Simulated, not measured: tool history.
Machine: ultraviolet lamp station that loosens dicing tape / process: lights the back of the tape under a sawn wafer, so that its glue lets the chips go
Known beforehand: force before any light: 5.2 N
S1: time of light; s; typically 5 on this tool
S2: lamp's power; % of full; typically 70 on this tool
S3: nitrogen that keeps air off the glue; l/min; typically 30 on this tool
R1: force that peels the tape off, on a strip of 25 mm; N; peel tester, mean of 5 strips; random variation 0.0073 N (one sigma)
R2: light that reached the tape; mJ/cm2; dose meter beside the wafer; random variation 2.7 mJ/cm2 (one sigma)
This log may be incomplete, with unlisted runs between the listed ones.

{"run": 1, "hour": 0.0, "S1": 5, "S2": 70, "S3": 30, "R1": 0.369, "R2": 315}
{"run": 2, "hour": 15.2, "S1": 5, "S2": 70, "S3": 30, "R1": 0.366, "R2": 319}
{"run": 3, "hour": 34.5, "S1": 5, "S2": 70, "S3": 30, "R1": 0.356, "R2": 322}
{"run": 4, "hour": 53.8, "S1": 5, "S2": 70, "S3": 30, "R1": 0.368, "R2": 317}
{"run": 5, "hour": 77.2, "S1": 2, "S2": 70, "S3": 30, "R1": 1.593, "R2": 126}
{"run": 6, "hour": 100.1, "S1": 2, "S2": 70, "S3": 30, "R1": 1.659, "R2": 122}
{"run": 7, "hour": 120.8, "S1": 2, "S2": 70, "S3": 30, "R1": 1.686, "R2": 124}
{"run": 8, "hour": 139.1, "S1": 4, "S2": 70, "S3": 30, "R1": 0.581, "R2": 248}
{"run": 9, "hour": 173.8, "S1": 4, "S2": 70, "S3": 46, "R1": 0.471, "R2": 240}
{"run": 10, "hour": 192.3, "S1": 4, "S2": 70, "S3": 46, "R1": 0.48, "R2": 243}
{"run": 11, "hour": 208.4, "S1": 5, "S2": 70, "S3": 30, "R1": 0.39, "R2": 301}
{"run": 12, "hour": 232.8, "S1": 5, "S2": 95, "S3": 30, "R1": 0.229, "R2": 403}
{"run": 13, "hour": 257.7, "S1": 5, "S2": 95, "S3": 30, "R1": 0.225, "R2": 405}
{"run": 14, "hour": 292.7, "S1": 5, "S2": 78, "S3": 30, "R1": 0.336, "R2": 331}
{"hour": 304.8, "done": "window cleaned of glue's vapour"}
{"run": 15, "hour": 310.0, "S1": 5, "S2": 70, "S3": 30, "R1": 0.358, "R2": 314}
{"run": 16, "hour": 343.5, "S1": 5, "S2": 70, "S3": 11, "R1": 0.748, "R2": 310}
{"run": 17, "hour": 362.6, "S1": 5, "S2": 70, "S3": 11, "R1": 0.789, "R2": 307}
{"run": 18, "hour": 395.5, "S1": 5, "S2": 70, "S3": 11, "R1": 0.796, "R2": 308}
{"run": 19, "hour": 412.8, "S1": 2, "S2": 62, "S3": 30, "R1": 1.887, "R2": 105}
{"run": 20, "hour": 441.8, "S1": 2, "S2": 62, "S3": 30, "R1": 1.988, "R2": 106}
{"run": 21, "hour": 472.1, "S1": 2, "S2": 62, "S3": 30, "R1": 1.91, "R2": 105}
{"run": 22, "hour": 498.7, "S1": 7, "S2": 62, "S3": 21, "R1": 0.343, "R2": 369}
{"run": 23, "hour": 517.4, "S1": 3, "S2": 100, "S3": 21, "R1": 0.712, "R2": 251}
{"run": 24, "hour": 548.1, "S1": 6, "S2": 84, "S3": 21, "R1": 0.276, "R2": 419}
{"run": 25, "hour": 576.7, "S1": 4, "S2": 78, "S3": 30, "R1": 0.546, "R2": 251}
{"run": 26, "hour": 591.5, "S1": 4, "S2": 78, "S3": 30, "R1": 0.551, "R2": 258}
{"run": 27, "hour": 619.4, "S1": 4, "S2": 78, "S3": 30, "R1": 0.546, "R2": 260}
{"run": 28, "hour": 641.9, "S1": 8, "S2": 78, "S3": 42, "R1": 0.159, "R2": 504}
{"run": 29, "hour": 675.5, "S1": 10, "S2": 78, "S3": 30, "R1": 0.135, "R2": 620}
{"run": 30, "hour": 690.1, "S1": 10, "S2": 78, "S3": 30, "R1": 0.149, "R2": 626}
{"run": 31, "hour": 719.4, "S1": 10, "S2": 78, "S3": 30, "R1": 0.145, "R2": 621}

Each row is a separate what-if for the run after 31, all from the same tool condition, not one after another. Results?
{"run": "A", "hour": 749.4, "S1": 10, "S2": 61, "S3": 25, "R1": "?", "R2": "?"}
{"run": "B", "hour": 749.4, "S1": 5, "S2": 70, "S3": 20, "R1": "?", "R2": "?"}
{"run": "C", "hour": 749.4, "S1": 3, "S2": 88, "S3": 41, "R1": "?", "R2": "?"}

run=A R1=0.191 R2=476
run=B R1=0.641 R2=275
run=C R1=0.659 R2=207
Stripped of hidden state, with their random variation kept, the same runs would have yielded:
run=A R1=0.141 R2=644
run=B R1=0.362 R2=372
run=C R1=0.370 R2=281
